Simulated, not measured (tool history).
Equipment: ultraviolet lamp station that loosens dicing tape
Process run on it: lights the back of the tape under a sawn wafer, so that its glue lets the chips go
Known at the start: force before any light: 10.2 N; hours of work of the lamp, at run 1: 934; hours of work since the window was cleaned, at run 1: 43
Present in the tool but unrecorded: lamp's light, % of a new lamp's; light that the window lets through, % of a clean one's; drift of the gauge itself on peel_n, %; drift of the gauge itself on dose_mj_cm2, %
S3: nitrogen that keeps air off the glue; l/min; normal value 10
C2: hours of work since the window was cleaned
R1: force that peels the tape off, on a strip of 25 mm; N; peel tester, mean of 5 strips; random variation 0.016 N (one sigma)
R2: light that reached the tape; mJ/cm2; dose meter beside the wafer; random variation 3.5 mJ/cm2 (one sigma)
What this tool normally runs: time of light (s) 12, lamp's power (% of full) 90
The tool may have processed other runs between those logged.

{"run": 1, "day": 0.0, "time of light (s)": 12, "lamp's power (% of full)": 90, "S3": 10, "hours of work of the lamp": 934, "C2": 43, "R1": 1.702, "R2": 386}
{"run": 2, "day": 1.683, "time of light (s)": 6, "lamp's power (% of full)": 90, "S3": 10, "hours of work of the lamp": 952, "C2": 61, "R1": 3.977, "R2": 187}
{"run": 3, "day": 3.204, "time of light (s)": 6, "lamp's power (% of full)": 90, "S3": 10, "hours of work of the lamp": 969, "C2": 78, "R1": 4.113, "R2": 190}
{"run": 4, "day": 5.108, "time of light (s)": 6, "lamp's power (% of full)": 90, "S3": 10, "hours of work of the lamp": 990, "C2": 98, "R1": 4.269, "R2": 184}
{"run": 5, "day": 7.0, "time of light (s)": 6, "lamp's power (% of full)": 90, "S3": 10, "hours of work of the lamp": 1010, "C2": 119, "R1": 4.046, "R2": 182}
{"run": 6, "day": 8.375, "time of light (s)": 21, "lamp's power (% of full)": 90, "S3": 10, "hours of work of the lamp": 1025, "C2": 134, "R1": 0.597, "R2": 630}
{"run": 7, "day": 9.742, "time of light (s)": 21, "lamp's power (% of full)": 90, "S3": 4, "hours of work of the lamp": 1040, "C2": 149, "R1": 1.384, "R2": 634}
{"run": 8, "day": 10.888, "time of light (s)": 12, "lamp's power (% of full)": 90, "S3": 19, "hours of work of the lamp": 1052, "C2": 161, "R1": 1.249, "R2": 355}
{"day": 12.542, "done": "lamp changed"}
{"run": 9, "day": 13.629, "time of light (s)": 12, "lamp's power (% of full)": 90, "S3": 9, "hours of work of the lamp": 12, "C2": 190, "R1": 0.968, "R2": 529}
{"run": 10, "day": 15.938, "time of light (s)": 12, "lamp's power (% of full)": 64, "S3": 10, "hours of work of the lamp": 37, "C2": 215, "R1": 1.745, "R2": 372}
{"run": 11, "day": 17.588, "time of light (s)": 12, "lamp's power (% of full)": 90, "S3": 10, "hours of work of the lamp": 55, "C2": 233, "R1": 0.949, "R2": 519}
{"run": 12, "day": 19.4, "time of light (s)": 12, "lamp's power (% of full)": 90, "S3": 10, "hours of work of the lamp": 74, "C2": 253, "R1": 0.943, "R2": 512}
{"run": 13, "day": 22.104, "time of light (s)": 7, "lamp's power (% of full)": 90, "S3": 10, "hours of work of the lamp": 104, "C2": 282, "R1": 2.514, "R2": 294}
{"run": 14, "day": 24.658, "time of light (s)": 7, "lamp's power (% of full)": 90, "S3": 10, "hours of work of the lamp": 131, "C2": 310, "R1": 2.518, "R2": 291}
{"run": 15, "day": 25.917, "time of light (s)": 7, "lamp's power (% of full)": 90, "S3": 10, "hours of work of the lamp": 145, "C2": 323, "R1": 2.514, "R2": 285}
{"run": 16, "day": 27.862, "time of light (s)": 7, "lamp's power (% of full)": 90, "S3": 10, "hours of work of the lamp": 166, "C2": 345, "R1": 2.642, "R2": 285}
{"run": 17, "day": 30.712, "time of light (s)": 7, "lamp's power (% of full)": 90, "S3": 10, "hours of work of the lamp": 197, "C2": 375, "R1": 2.7, "R2": 276}
{"day": 30.983, "done": "window cleaned of glue's vapour"}
{"run": 18, "day": 32.229, "time of light (s)": 7, "lamp's power (% of full)": 90, "S3": 10, "hours of work of the lamp": 213, "C2": 13, "R1": 2.442, "R2": 304}
{"run": 19, "day": 33.5, "time of light (s)": 12, "lamp's power (% of full)": 90, "S3": 10, "hours of work of the lamp": 227, "C2": 27, "R1": 0.955, "R2": 509}
{"run": 20, "day": 34.954, "time of light (s)": 12, "lamp's power (% of full)": 63, "S3": 10, "hours of work of the lamp": 243, "C2": 43, "R1": 1.877, "R2": 359}
{"run": 21, "day": 36.883, "time of light (s)": 12, "lamp's power (% of full)": 63, "S3": 10, "hours of work of the lamp": 264, "C2": 64, "R1": 1.917, "R2": 349}
{"run": 22, "day": 38.758, "time of light (s)": 12, "lamp's power (% of full)": 63, "S3": 10, "hours of work of the lamp": 284, "C2": 84, "R1": 1.935, "R2": 349}
{"run": 23, "day": 40.279, "time of light (s)": 12, "lamp's power (% of full)": 63, "S3": 10, "hours of work of the lamp": 300, "C2": 101, "R1": 1.955, "R2": 345}
{"run": 24, "day": 42.496, "time of light (s)": 12, "lamp's power (% of full)": 63, "S3": 10, "hours of work of the lamp": 324, "C2": 125, "R1": 2.025, "R2": 339}
{"run": 25, "day": 44.429, "time of light (s)": 12, "lamp's power (% of full)": 99, "S3": 4, "hours of work of the lamp": 345, "C2": 146, "R1": 1.835, "R2": 520}
{"run": 26, "day": 46.838, "time of light (s)": 12, "lamp's power (% of full)": 90, "S3": 10, "hours of work of the lamp": 371, "C2": 172, "R1": 1.077, "R2": 471}
{"run": 27, "day": 48.371, "time of light (s)": 11, "lamp's power (% of full)": 63, "S3": 10, "hours of work of the lamp": 388, "C2": 188, "R1": 2.43, "R2": 298}
{"run": 28, "day": 49.621, "time of light (s)": 11, "lamp's power (% of full)": 63, "S3": 10, "hours of work of the lamp": 402, "C2": 202, "R1": 2.44, "R2": 298}
{"run": 29, "day": 52.083, "time of light (s)": 12, "lamp's power (% of full)": 90, "S3": 4, "hours of work of the lamp": 428, "C2": 229, "R1": 2.362, "R2": 458}
{"run": 30, "day": 54.158, "time of light (s)": 8, "lamp's power (% of full)": 84, "S3": 4, "hours of work of the lamp": 451, "C2": 251, "R1": 4.11, "R2": 279}
{"run": 31, "day": 55.558, "time of light (s)": 9, "lamp's power (% of full)": 85, "S3": 17, "hours of work of the lamp": 466, "C2": 266, "R1": 1.656, "R2": 313}
{"run": 32, "day": 56.746, "time of light (s)": 9, "lamp's power (% of full)": 85, "S3": 17, "hours of work of the lamp": 479, "C2": 279, "R1": 1.58, "R2": 311}
{"run": 33, "day": 58.2, "time of light (s)": 12, "lamp's power (% of full)": 63, "S3": 6, "hours of work of the lamp": 495, "C2": 295, "R1": 2.968, "R2": 301}
{"run": 34, "day": 60.008, "time of light (s)": 12, "lamp's power (% of full)": 63, "S3": 6, "hours of work of the lamp": 514, "C2": 315, "R1": 3.14, "R2": 304}
{"run": 35, "day": 62.821, "time of light (s)": 8, "lamp's power (% of full)": 63, "S3": 11, "hours of work of the lamp": 545, "C2": 345, "R1": 3.856, "R2": 198}
{"run": 36, "day": 63.975, "time of light (s)": 7, "lamp's power (% of full)": 90, "S3": 16, "hours of work of the lamp": 557, "C2": 358, "R1": 2.607, "R2": 247}
{"run": 37, "day": 65.167, "time of light (s)": 12, "lamp's power (% of full)": 81, "S3": 19, "hours of work of the lamp": 570, "C2": 370, "R1": 1.139, "R2": 375}
{"day": 65.904, "done": "window cleaned of glue's vapour"}
{"run": 38, "day": 66.579, "time of light (s)": 12, "lamp's power (% of full)": 77, "S3": 5, "hours of work of the lamp": 585, "C2": 7, "R1": 2.565, "R2": 380}
{"run": 39, "day": 67.8, "time of light (s)": 24, "lamp's power (% of full)": 90, "S3": 10, "hours of work of the lamp": 598, "C2": 21, "R1": 0.302, "R2": 876}
{"run": 40, "day": 69.546, "time of light (s)": 11, "lamp's power (% of full)": 90, "S3": 10, "hours of work of the lamp": 617, "C2": 40, "R1": 1.531, "R2": 401}
{"run": 41, "day": 71.079, "time of light (s)": 8, "lamp's power (% of full)": 90, "S3": 11, "hours of work of the lamp": 634, "C2": 56, "R1": 2.376, "R2": 285}
{"run": 42, "day": 72.471, "time of light (s)": 9, "lamp's power (% of full)": 90, "S3": 9, "hours of work of the lamp": 649, "C2": 71, "R1": 2.347, "R2": 320}
{"run": 43, "day": 74.404, "time of light (s)": 9, "lamp's power (% of full)": 90, "S3": 9, "hours of work of the lamp": 670, "C2": 92, "R1": 2.389, "R2": 318}
{"run": 44, "day": 76.608, "time of light (s)": 9, "lamp's power (% of full)": 90, "S3": 9, "hours of work of the lamp": 694, "C2": 116, "R1": 2.381, "R2": 310}

Table of differences, measured result less the result of that run with no hidden state. Run-to-run variation is the same in both. Gauge scatter possibly is not:
run=1 R1=+0.902 R2=-180
run=2 R1=+1.418 R2=-92
run=3 R1=+1.49 R2=-95
run=4 R1=+1.583 R2=-97
run=5 R1=+1.531 R2=-100
run=6 R1=+0.349 R2=-358
run=7 R1=+0.855 R2=-366
run=8 R1=+0.786 R2=-210
run=9 R1=+0.121 R2=-34
run=10 R1=+0.216 R2=-29
run=11 R1=+0.161 R2=-47
run=12 R1=+0.178 R2=-53
run=13 R1=+0.384 R2=-36
run=14 R1=+0.431 R2=-40
run=15 R1=+0.455 R2=-43
run=16 R1=+0.51 R2=-47
run=17 R1=+0.569 R2=-50
run=18 R1=+0.31 R2=-30
run=19 R1=+0.185 R2=-55
run=20 R1=+0.318 R2=-42
run=21 R1=+0.354 R2=-46
run=22 R1=+0.388 R2=-50
run=23 R1=+0.414 R2=-53
run=24 R1=+0.469 R2=-59
run=25 R1=+0.468 R2=-98
run=26 R1=+0.346 R2=-97
run=27 R1=+0.627 R2=-65
run=28 R1=+0.646 R2=-68
run=29 R1=+0.684 R2=-113
run=30 R1=+0.865 R2=-74
run=31 R1=+0.609 R2=-87
run=32 R1=+0.597 R2=-89
run=33 R1=+0.865 R2=-92
run=34 R1=+0.945 R2=-95
run=35 R1=+1.089 R2=-68
run=36 R1=+0.979 R2=-87
run=37 R1=+0.553 R2=-136
run=38 R1=+0.766 R2=-103
run=39 R1=+0.085 R2=-249
run=40 R1=+0.608 R2=-120
run=41 R1=+0.823 R2=-90
run=42 R1=+0.854 R2=-103
run=43 R1=+0.899 R2=-109
run=44 R1=+0.927 R2=-114
